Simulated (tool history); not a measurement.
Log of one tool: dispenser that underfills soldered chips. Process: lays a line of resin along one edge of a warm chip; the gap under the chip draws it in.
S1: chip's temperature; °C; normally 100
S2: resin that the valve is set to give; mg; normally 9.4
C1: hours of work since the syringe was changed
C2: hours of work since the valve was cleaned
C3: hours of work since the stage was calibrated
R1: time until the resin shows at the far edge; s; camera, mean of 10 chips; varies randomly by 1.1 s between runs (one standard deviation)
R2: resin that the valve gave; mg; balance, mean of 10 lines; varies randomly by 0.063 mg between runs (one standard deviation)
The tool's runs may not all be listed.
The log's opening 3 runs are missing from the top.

run	hour	S1	S2	C1	C2	C3	R1	R2
4	21.5	111	9.4	9	27	55	108.1	9.22
# hour 26.2: new syringe of resin
5	30.8	111	11.93	3	34	62	84.4	11.55
6	36.1	97	9.4	7	38	66	151.5	9.07
# hour 43: new syringe of resin
7	43.7	100	9.4	1	44	72	105.5	9.01
8	52.8	100	9.4	7	51	79	140.5	8.95
# hour 59.1: new syringe of resin
9	62.6	100	9.4	3	58	86	116.6	8.8
10	67.2	100	9.4	6	61	90	132.8	8.92
# hour 75.3: new syringe of resin
11	77.4	100	9.4	2	69	97	109.2	8.91
12	81.9	100	9.4	5	72	100	126.1	8.73
# hour 91.4: new syringe of resin
13	91.8	100	9.4	0	80	108	103.5	8.82
14	100.3	111	9.4	7	86	114	100.1	8.55
15	104.9	111	9.4	10	89	118	113.6	8.56
# hour 107.6: new syringe of resin
16	109.9	111	9.4	2	93	121	81	8.62
17	118.1	111	9.4	8	99	128	104.3	8.53
# hour 124.1: new syringe of resin
18	126.5	100	9.4	2	105	134	109.6	8.39
19	131.8	110	9.38	6	109	138	97.1	8.41
# hour 140: dispensing valve cleaned and set on the balance
# hour 141.1: new syringe of resin
20	142.5	110	9.38	1	2	145	78.6	9.35
21	149.1	106	9.18	6	7	150	107.5	9.16
# hour 157.6: new syringe of resin
22	158.3	100	11.89	1	13	157	102.3	11.77

Run 23 has not been measured yet. What should we expect?
23	167.6	87	8.11	8	21	164	?	?

R1: 212.8 s
R2: 8.08 mg
Were there no unlogged condition in the tool, this run, its random variation unchanged, would have produced R1 159.8 s, R2 8.2 mg.
